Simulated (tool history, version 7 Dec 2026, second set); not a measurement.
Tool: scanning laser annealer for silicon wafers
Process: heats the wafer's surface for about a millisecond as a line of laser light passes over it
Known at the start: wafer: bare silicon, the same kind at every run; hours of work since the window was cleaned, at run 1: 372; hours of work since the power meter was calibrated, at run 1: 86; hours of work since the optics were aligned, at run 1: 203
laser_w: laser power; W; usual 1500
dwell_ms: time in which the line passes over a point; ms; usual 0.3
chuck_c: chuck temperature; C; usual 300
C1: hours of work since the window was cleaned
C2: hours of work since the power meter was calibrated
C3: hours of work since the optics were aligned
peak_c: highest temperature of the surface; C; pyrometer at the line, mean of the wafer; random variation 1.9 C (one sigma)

Run 1, hour 0: usual settings; C1 372; C2 86; C3 203. Result: peak_c 1098 C.
At hour 5: window over the wafer cleaned.
Run 2, hour 12.1: usual settings; C1 5; C2 94; C3 210. Result: peak_c 1113 C.
Run 3, hour 23.9: usual settings; C1 14; C2 102; C3 219. Result: peak_c 1112 C.
Run 4, hour 36.4: usual settings but laser_w 1545 W; C1 23; C2 111; C3 228. Result: peak_c 1132 C.
Run 5, hour 49.5: usual settings but laser_w 1545 W; C1 33; C2 121; C3 238. Result: peak_c 1133 C.
Run 6, hour 57.7: usual settings but dwell_ms 0.325 ms; C1 39; C2 127; C3 244. Result: peak_c 1144 C.
Run 7, hour 66.5: usual settings but dwell_ms 0.325 ms; C1 45; C2 134; C3 250. Result: peak_c 1139 C.
Run 8, hour 72.9: usual settings but dwell_ms 0.325 ms; C1 50; C2 138; C3 255. Result: peak_c 1143 C.
Run 9, hour 82.6: usual settings but dwell_ms 0.325 ms; C1 57; C2 145; C3 262. Result: peak_c 1140 C.
Run 10, hour 94.4: usual settings but dwell_ms 0.325 ms; C1 66; C2 154; C3 271. Result: peak_c 1137 C.
At hour 99.9: optics aligned, line set to its width.
Run 11, hour 107.4: usual settings but laser_w 1477 W; C1 72; C2 160; C3 5. Result: peak_c 1096 C.
Run 12, hour 113: usual settings but laser_w 1375 W, dwell_ms 0.296 ms; C1 76; C2 164; C3 10. Result: peak_c 1042 C.
Run 13, hour 118.7: usual settings but laser_w 1375 W, dwell_ms 0.296 ms; C1 80; C2 168; C3 14. Result: peak_c 1042 C.
Run 14, hour 128.1: usual settings but laser_w 1277 W, dwell_ms 0.235 ms, chuck_c 296 C; C1 87; C2 175; C3 21. Result: peak_c 920 C.
Run 15, hour 139: usual settings but laser_w 1279 W; C1 95; C2 183; C3 29. Result: peak_c 998 C.
Run 16, hour 147.3: usual settings but laser_w 1300 W, dwell_ms 0.284 ms; C1 101; C2 189; C3 35. Result: peak_c 989 C.
Run 17, hour 160.4: usual settings but laser_w 1347 W, chuck_c 309 C; C1 111; C2 199; C3 44. Result: peak_c 1041 C.
Run 18, hour 172.7: usual settings but laser_w 1347 W, dwell_ms 0.288 ms, chuck_c 284 C; C1 120; C2 208; C3 54. Result: peak_c 1002 C.
At hour 178.9: optics aligned, line set to its width, once more.
Run 19, hour 189: usual settings but laser_w 1326 W, dwell_ms 0.338 ms, chuck_c 310 C; C1 128; C2 216; C3 7. Result: peak_c 1072 C.
Run 20, hour 197: usual settings but laser_w 1326 W, dwell_ms 0.236 ms, chuck_c 298 C; C1 134; C2 222; C3 13. Result: peak_c 945 C.
Run 21, hour 208.5: usual settings but laser_w 1569 W, dwell_ms 0.236 ms, chuck_c 322 C; C1 142; C2 230; C3 22. Result: peak_c 1078 C.

Measured less the same run without the tool's hidden state. The same run-to-run variation is in both; the gauge's scatter may not be:
The hidden state here: light that passes the window, % of a clean one's; laser's true power over the reading, %; width of the line over the set one, %; drift of the gauge itself on peak_c, C.
run  peak_c
  1     -16
  2      -3
  3      -3
  4      -4
  5      -5
  6      -4
  7      -5
  8      -5
  9      -6
 10      -6
 11      -7
 12      -6
 13      -6
 14      -6
 15      -7
 16      -7
 17      -8
 18      -8
 19      -8
 20      -7
 21      -8

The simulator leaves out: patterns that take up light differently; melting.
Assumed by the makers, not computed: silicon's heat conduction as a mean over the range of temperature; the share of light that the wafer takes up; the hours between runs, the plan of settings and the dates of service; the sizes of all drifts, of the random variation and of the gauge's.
